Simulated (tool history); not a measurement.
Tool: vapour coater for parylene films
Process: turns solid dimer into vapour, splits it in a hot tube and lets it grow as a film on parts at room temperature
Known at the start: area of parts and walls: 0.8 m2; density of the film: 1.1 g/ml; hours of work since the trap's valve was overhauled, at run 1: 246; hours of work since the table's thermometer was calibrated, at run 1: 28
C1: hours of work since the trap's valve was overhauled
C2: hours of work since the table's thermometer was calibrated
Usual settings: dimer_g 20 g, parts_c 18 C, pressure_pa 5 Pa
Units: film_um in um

{"run": 1, "hour": 0.0, "dimer_g": 20, "parts_c": 18, "pressure_pa": 5, "C1": 246, "C2": 28, "film_um": 9.77}
{"run": 2, "hour": 18.3, "dimer_g": 20, "parts_c": 18, "pressure_pa": 5, "C1": 263, "C2": 44, "film_um": 9.5}
{"hour": 53.7, "done": "trap's valve overhauled"}
{"run": 3, "hour": 53.7, "dimer_g": 20, "parts_c": 18, "pressure_pa": 5, "C1": 0, "C2": 72, "film_um": 10.51}
{"run": 4, "hour": 91.5, "dimer_g": 20, "parts_c": 18, "pressure_pa": 5, "C1": 34, "C2": 106, "film_um": 10.35}
{"run": 5, "hour": 118.6, "dimer_g": 20, "parts_c": 18, "pressure_pa": 4.38, "C1": 58, "C2": 131, "film_um": 10.49}
{"run": 6, "hour": 152.1, "dimer_g": 20, "parts_c": 18, "pressure_pa": 4.38, "C1": 88, "C2": 161, "film_um": 10.28}
{"run": 7, "hour": 175.5, "dimer_g": 22, "parts_c": 18, "pressure_pa": 5, "C1": 109, "C2": 182, "film_um": 11.09}
{"run": 8, "hour": 203.0, "dimer_g": 20, "parts_c": 11, "pressure_pa": 5, "C1": 134, "C2": 206, "film_um": 11.61}
{"run": 9, "hour": 224.7, "dimer_g": 20, "parts_c": 18, "pressure_pa": 5, "C1": 154, "C2": 226, "film_um": 10.07}
{"run": 10, "hour": 253.2, "dimer_g": 27, "parts_c": 18, "pressure_pa": 5, "C1": 179, "C2": 251, "film_um": 13.2}
{"run": 11, "hour": 292.7, "dimer_g": 27, "parts_c": 18, "pressure_pa": 5, "C1": 215, "C2": 287, "film_um": 12.8}
{"run": 12, "hour": 310.8, "dimer_g": 13, "parts_c": 18, "pressure_pa": 5, "C1": 231, "C2": 303, "film_um": 6.15}
{"run": 13, "hour": 341.1, "dimer_g": 20, "parts_c": 18, "pressure_pa": 3.91, "C1": 258, "C2": 331, "film_um": 9.52}
{"hour": 382.8, "done": "trap's valve overhauled"}
{"run": 14, "hour": 384.5, "dimer_g": 25, "parts_c": 18, "pressure_pa": 5, "C1": 2, "C2": 366, "film_um": 13.34}
{"run": 15, "hour": 429.1, "dimer_g": 20, "parts_c": 28, "pressure_pa": 5, "C1": 42, "C2": 406, "film_um": 8.11}
{"run": 16, "hour": 462.6, "dimer_g": 20, "parts_c": 12, "pressure_pa": 3.04, "C1": 72, "C2": 436, "film_um": 12.31}
{"run": 17, "hour": 501.6, "dimer_g": 33, "parts_c": 27, "pressure_pa": 5, "C1": 107, "C2": 471, "film_um": 13.24}
{"run": 18, "hour": 520.7, "dimer_g": 33, "parts_c": 27, "pressure_pa": 5, "C1": 124, "C2": 488, "film_um": 13.41}
{"run": 19, "hour": 540.4, "dimer_g": 33, "parts_c": 27, "pressure_pa": 5, "C1": 142, "C2": 506, "film_um": 13.08}
{"run": 20, "hour": 581.5, "dimer_g": 20, "parts_c": 14, "pressure_pa": 2.27, "C1": 178, "C2": 543, "film_um": 11.53}
{"run": 21, "hour": 606.1, "dimer_g": 8, "parts_c": 18, "pressure_pa": 5, "C1": 201, "C2": 565, "film_um": 3.86}
{"run": 22, "hour": 638.0, "dimer_g": 8, "parts_c": 18, "pressure_pa": 5, "C1": 229, "C2": 594, "film_um": 3.82}
{"run": 23, "hour": 660.3, "dimer_g": 8, "parts_c": 18, "pressure_pa": 5, "C1": 249, "C2": 614, "film_um": 3.81}
{"run": 24, "hour": 693.9, "dimer_g": 8, "parts_c": 18, "pressure_pa": 5, "C1": 280, "C2": 644, "film_um": 3.72}
{"hour": 711.8, "done": "trap's valve overhauled"}
{"run": 25, "hour": 721.2, "dimer_g": 8, "parts_c": 18, "pressure_pa": 5, "C1": 8, "C2": 665, "film_um": 4.16}
{"run": 26, "hour": 749.7, "dimer_g": 8, "parts_c": 18, "pressure_pa": 5, "C1": 34, "C2": 690, "film_um": 4.2}
{"run": 27, "hour": 768.3, "dimer_g": 15, "parts_c": 12, "pressure_pa": 6.08, "C1": 51, "C2": 707, "film_um": 8.74}
{"run": 28, "hour": 797.4, "dimer_g": 15, "parts_c": 10, "pressure_pa": 4.21, "C1": 77, "C2": 733, "film_um": 9.39}
{"run": 29, "hour": 823.2, "dimer_g": 27, "parts_c": 21, "pressure_pa": 4.79, "C1": 100, "C2": 756, "film_um": 12.68}
{"run": 30, "hour": 863.8, "dimer_g": 20, "parts_c": 11, "pressure_pa": 2.73, "C1": 137, "C2": 793, "film_um": 12.18}

Hidden state at the last listed run before each entry between runs and at the first one after, where it differs:
Between runs 2 and 3: trap's valve overhauled (hour 53.7)
  vapour lost through the trap's worn valve, %: 10.5 -> 0.3; true temperature of the parts over the reading, C: -0.09 -> -0.07
  measured less the result without the state, film_um: -1.09 -> -0.02 um
Between runs 13 and 14: trap's valve overhauled (hour 382.8)
  vapour lost through the trap's worn valve, %: 11.5 -> 0.3; true temperature of the parts over the reading, C: 0.09 -> 0.11
  measured less the result without the state, film_um: -1.25 -> -0.08 um
Between runs 24 and 25: trap's valve overhauled (hour 711.8)
  vapour lost through the trap's worn valve, %: 11.7 -> 0.5; true temperature of the parts over the reading, C: 0.28 -> 0.3
  measured less the result without the state, film_um: -0.52 -> -0.06 um
